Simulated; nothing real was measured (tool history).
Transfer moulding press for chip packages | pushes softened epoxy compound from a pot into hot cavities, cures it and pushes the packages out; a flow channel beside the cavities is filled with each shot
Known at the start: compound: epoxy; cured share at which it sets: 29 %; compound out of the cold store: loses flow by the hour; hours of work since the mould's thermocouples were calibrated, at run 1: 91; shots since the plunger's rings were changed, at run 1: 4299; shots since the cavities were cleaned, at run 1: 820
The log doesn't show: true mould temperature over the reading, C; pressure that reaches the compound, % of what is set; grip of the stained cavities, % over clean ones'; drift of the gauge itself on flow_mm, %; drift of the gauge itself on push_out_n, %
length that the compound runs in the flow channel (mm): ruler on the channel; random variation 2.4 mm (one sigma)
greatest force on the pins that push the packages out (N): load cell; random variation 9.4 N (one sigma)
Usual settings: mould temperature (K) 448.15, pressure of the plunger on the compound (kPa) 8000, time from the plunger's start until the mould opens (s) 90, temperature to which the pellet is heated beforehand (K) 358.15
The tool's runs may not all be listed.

run	hour	mould temperature (K)	pressure of the plunger on the compound (kPa)	time from the plunger's start until the mould opens (s)	temperature to which the pellet is heated beforehand (K)	hours of work since the mould's thermocouples were calibrated	shots since the plunger's rings were changed	shots since the cavities were cleaned	incoming compound's hours out of the cold store	length that the compound runs in the flow channel (mm)	greatest force on the pins that push the packages out (N)
1	0.0	448.15	8000	90	358.15	91	4299	820	31.3	709	706
# hour 16.3: cavities cleaned with cleaning compound and waxed
2	23.2	448.15	8000	90	358.15	103	4538	75	18.0	731	477
# hour 29.4: plunger's sealing rings changed
3	41.6	448.15	8000	90	358.15	111	135	252	23.0	751	583
4	60.1	448.15	8000	90	358.15	121	340	457	25.6	748	648
5	73.3	448.15	8000	90	358.15	128	487	604	42.8	709	692
6	86.8	448.15	8000	90	358.15	135	636	753	27.5	741	739
7	99.6	448.15	8000	90	358.15	142	778	895	25.2	742	768
# hour 109.3: cavities cleaned with cleaning compound and waxed
8	123.5	448.15	8000	90	358.15	154	1025	156	14.1	763	510
9	144.3	448.15	8000	90	358.15	165	1256	387	27.7	737	636
10	163.7	448.15	8000	90	358.15	175	1471	602	28.4	728	681
11	174.5	448.15	8000	90	364.15	181	1591	722	31.0	720	715
12	185.7	448.15	8000	90	358.15	186	1715	846	31.7	721	768
# hour 200.8: cavities cleaned with cleaning compound and waxed
13	206.9	448.15	6830	90	358.15	197	1933	67	39.6	651	451
14	220.0	448.15	6830	106	358.15	204	2078	212	20.0	683	459
15	236.5	441.15	6830	106	358.15	212	2261	395	35.0	674	637
16	256.5	448.15	7150	92	356.15	223	2482	616	15.9	705	651
17	277.7	448.15	7150	92	356.15	234	2717	851	9.4	723	741
# hour 292.4: cavities cleaned with cleaning compound and waxed
18	297.7	448.15	7150	107	356.15	244	2923	59	14.4	708	389
19	310.1	450.15	6110	129	356.15	251	3060	196	9.1	662	454
20	324.2	450.15	6110	91	355.15	258	3216	352	27.8	624	569
21	342.6	448.15	7580	90	353.15	268	3420	556	16.9	725	668
22	365.5	455.15	8700	128	364.15	280	3674	810	12.0	765	600
# hour 382.8: cavities cleaned with cleaning compound and waxed
23	382.8	455.15	8700	128	364.15	288	3848	0	41.9	698	343
24	394.5	444.15	6230	113	367.15	294	3978	130	33.3	627	445
25	415.1	444.15	6230	113	367.15	305	4207	359	17.2	654	547
26	429.7	444.15	6230	113	367.15	313	4368	520	36.1	621	582
27	440.6	444.15	6230	113	367.15	319	4489	641	11.9	666	599

3 ways to go on from here, each from the tool as it stands after run 27. What would each give?
# hour 451.9: plunger's sealing rings changed
A	460.8	442.15	6230	79	355.15	328	98	837	35.1	?	?
# hour 451.9: plunger's sealing rings changed
B	460.8	448.15	7960	90	367.15	328	98	837	32.1	?	?
# hour 451.9: plunger's sealing rings changed
C	460.8	444.15	9480	113	366.15	328	98	837	26.8	?	?

run	length that the compound runs in the flow channel (mm)	greatest force on the pins that push the packages out (N)
A	660	1443
B	729	722
C	823	668
Without the tool's hidden state the same runs would have given:
run	length that the compound runs in the flow channel (mm)	greatest force on the pins that push the packages out (N)
A	664	872
B	734	425
C	829	391

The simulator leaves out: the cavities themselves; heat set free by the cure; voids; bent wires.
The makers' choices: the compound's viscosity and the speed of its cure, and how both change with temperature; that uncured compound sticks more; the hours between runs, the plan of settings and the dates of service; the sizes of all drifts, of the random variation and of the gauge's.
